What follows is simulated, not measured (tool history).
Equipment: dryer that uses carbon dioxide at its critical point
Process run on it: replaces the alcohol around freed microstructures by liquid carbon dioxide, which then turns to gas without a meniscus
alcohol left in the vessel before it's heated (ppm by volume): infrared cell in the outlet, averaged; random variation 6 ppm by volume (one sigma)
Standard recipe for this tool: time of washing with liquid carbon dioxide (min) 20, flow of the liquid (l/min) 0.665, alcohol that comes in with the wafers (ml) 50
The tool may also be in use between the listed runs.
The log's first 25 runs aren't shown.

| run | hour | time of washing with liquid carbon dioxide (min) | flow of the liquid (l/min) | alcohol that comes in with the wafers (ml) | alcohol left in the vessel before it's heated (ppm by volume) |
|---|---|---|---|---|---|
| 26 | 199.9 | 20 | 1.087 | 61 | 92 |
| 27 | 204.2 | 28 | 0.681 | 50 | 110 |
| 28 | 212.7 | 28 | 0.911 | 89 | 67 |
| 29 | 219.2 | 28 | 0.911 | 89 | 81 |
| 30 | 227.2 | 20 | 0.578 | 23 | 302 |
| 31 | 237.1 | 24 | 0.665 | 24 | 144 |
| 32 | 245.1 | 15 | 0.694 | 104 | 1646 |
| 33 | 252.8 | 22 | 0.597 | 104 | 723 |
| 34 | 259.0 | 22 | 0.597 | 104 | 735 |
| 35 | 269.9 | 20 | 1.113 | 55 | 93 |
| 36 | 275.9 | 22 | 1.007 | 36 | 93 |
| 37 | 281.5 | 13 | 0.625 | 50 | 1784 |
| 38 | 288.2 | 13 | 0.625 | 50 | 1797 |
| 39 | 297.6 | 25 | 0.665 | 88 | 271 |
| 40 | 302.7 | 25 | 0.665 | 88 | 280 |
| 41 | 310.6 | 20 | 0.903 | 105 | 219 |
| 42 | 317.3 | 20 | 0.903 | 105 | 235 |
| 43 | 322.7 | 20 | 0.903 | 105 | 233 |
| 44 | 331.0 | 20 | 0.656 | 95 | 743 |
| 45 | 336.1 | 15 | 0.665 | 50 | 1053 |
| 46 | 341.7 | 29 | 0.665 | 76 | 152 |
| 47 | 346.0 | 20 | 1.045 | 51 | 117 |
| 48 | 355.3 | 22 | 0.718 | 50 | 246 |

Forecast each of these 3 alternatives for the next run:
| A | 362.3 | 22 | 0.569 | 50 | ? |
| B | 362.3 | 24 | 0.737 | 50 | ? |
| C | 362.3 | 29 | 0.480 | 49 | ? |

| run | alcohol left in the vessel before it's heated (ppm by volume) |
|---|---|
| A | 560 |
| B | 176 |
| C | 367 |
What these runs would have given with no unlogged condition in the tool:
| run | alcohol left in the vessel before it's heated (ppm by volume) |
|---|---|
| A | 310 |
| B | 51 |
| C | 179 |
